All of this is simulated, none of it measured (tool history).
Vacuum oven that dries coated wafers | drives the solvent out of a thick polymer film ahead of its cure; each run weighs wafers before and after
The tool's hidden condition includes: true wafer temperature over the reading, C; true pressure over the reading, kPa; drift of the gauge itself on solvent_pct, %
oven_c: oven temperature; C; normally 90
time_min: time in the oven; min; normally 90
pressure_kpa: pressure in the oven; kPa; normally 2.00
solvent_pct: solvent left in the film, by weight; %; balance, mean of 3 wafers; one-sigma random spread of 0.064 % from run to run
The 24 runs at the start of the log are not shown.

run    hour  oven_c  time_min  pressure_kpa  hours of work since the thermocouples were calibrated  hours of work since the vacuum gauge was cleaned of residue  solvent_pct
 25   982.0      83        60          1.16                                                    535                                                         1181         6.55
 26  1039.7      83        60          1.16                                                    570                                                         1215         6.62
 27  1076.0      82       130          2.00                                                    591                                                         1237         4.68
 28  1106.1      90        90          1.38                                                    609                                                         1255         3.88
 29  1157.3      89        78          2.00                                                    640                                                         1285         4.85
 30  1181.5      89        78          2.00                                                    654                                                         1300         4.79
 31  1228.6      89        78          2.00                                                    682                                                         1328         4.71
 32  1270.2      82       151          1.76                                                    707                                                         1353         3.97
 33  1311.9      87        50          2.74                                                    732                                                         1378         7.24
 34  1338.8      87        50          2.74                                                    748                                                         1394         7.06
 35  1388.5      87        50          2.74                                                    777                                                         1423         7.13
 36  1434.8     104        76          1.81                                                    805                                                         1451         2.04
 37  1462.9      90        59          2.00                                                    822                                                         1467         5.51
 38  1501.8     101       149          3.45                                                    845                                                         1491         1.97
 39  1547.2      90        90          7.26                                                    872                                                         1518         6.76
 40  1605.1      98        74          7.26                                                    906                                                         1552         5.32
 41  1633.0      98        74          7.26                                                    923                                                         1569         5.32
 42  1678.5      90        90          1.92                                                    950                                                         1596         4.05
 43  1731.4      90        90          1.92                                                    982                                                         1627         4.04
 44  1773.7      90        90          1.92                                                   1007                                                         1653         4.10
     1784.6  -- oven's thermocouples calibrated
 45  1805.8      82        89          1.07                                                     13                                                         1671         5.59
 46  1832.8      94        89          1.07                                                     29                                                         1687         3.07
 47  1884.2     103        64          2.62                                                     59                                                         1717         3.09

Forecast each of these 3 alternatives for the next run:
  A  1927.2     103        54          7.65                                                     85                                                         1743            ?
  B  1927.2     103        81          3.98                                                     85                                                         1743            ?
  C  1927.2      99        64          2.62                                                     85                                                         1743            ?

run  solvent_pct
  A         5.39
  B         3.01
  C         3.93
What these runs would have given with no unlogged condition in the tool:
run  solvent_pct
  A         5.29
  B         2.83
  C         3.76
